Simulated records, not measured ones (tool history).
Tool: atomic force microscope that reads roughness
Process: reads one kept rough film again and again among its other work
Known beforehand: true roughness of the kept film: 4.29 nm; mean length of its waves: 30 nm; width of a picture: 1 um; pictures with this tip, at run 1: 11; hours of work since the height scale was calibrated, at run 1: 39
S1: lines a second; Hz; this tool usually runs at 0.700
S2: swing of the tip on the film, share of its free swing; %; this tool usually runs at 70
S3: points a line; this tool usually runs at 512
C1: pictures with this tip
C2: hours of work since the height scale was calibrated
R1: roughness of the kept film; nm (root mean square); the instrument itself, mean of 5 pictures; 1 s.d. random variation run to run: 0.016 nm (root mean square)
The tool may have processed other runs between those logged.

run	hour	S1	S2	S3	C1	C2	R1
1	0.0	0.700	70	512	11	39	3.891
2	15.2	0.700	70	512	26	46	3.853
3	26.9	0.700	70	564	37	50	3.881
4	39.9	0.700	83	564	50	56	3.795
5	48.3	0.700	83	564	58	59	3.808
6	59.0	0.700	82	512	68	63	3.846
7	68.6	0.700	82	512	78	67	3.798
8	77.0	0.856	82	488	86	70	3.804
9	84.0	1.594	70	760	93	73	3.812
10	92.7	2.295	68	433	101	77	3.756
11	103.6	1.205	70	297	112	81	3.815
12	117.9	1.205	70	297	126	87	3.777
13	126.4	2.609	70	332	134	90	3.742

3 ways to go on from here, each from the tool as it stands after run 13. What would each give?
A	139.3	3.986	89	512	146	96	?
B	139.3	1.374	70	984	146	96	?
C	139.3	0.900	75	642	146	96	?

run	R1
A	3.308
B	3.827
C	3.789
The same runs, with their run-to-run variation unchanged, on a tool lacking any hidden condition would have given:
run	R1
A	3.319
B	3.839
C	3.801
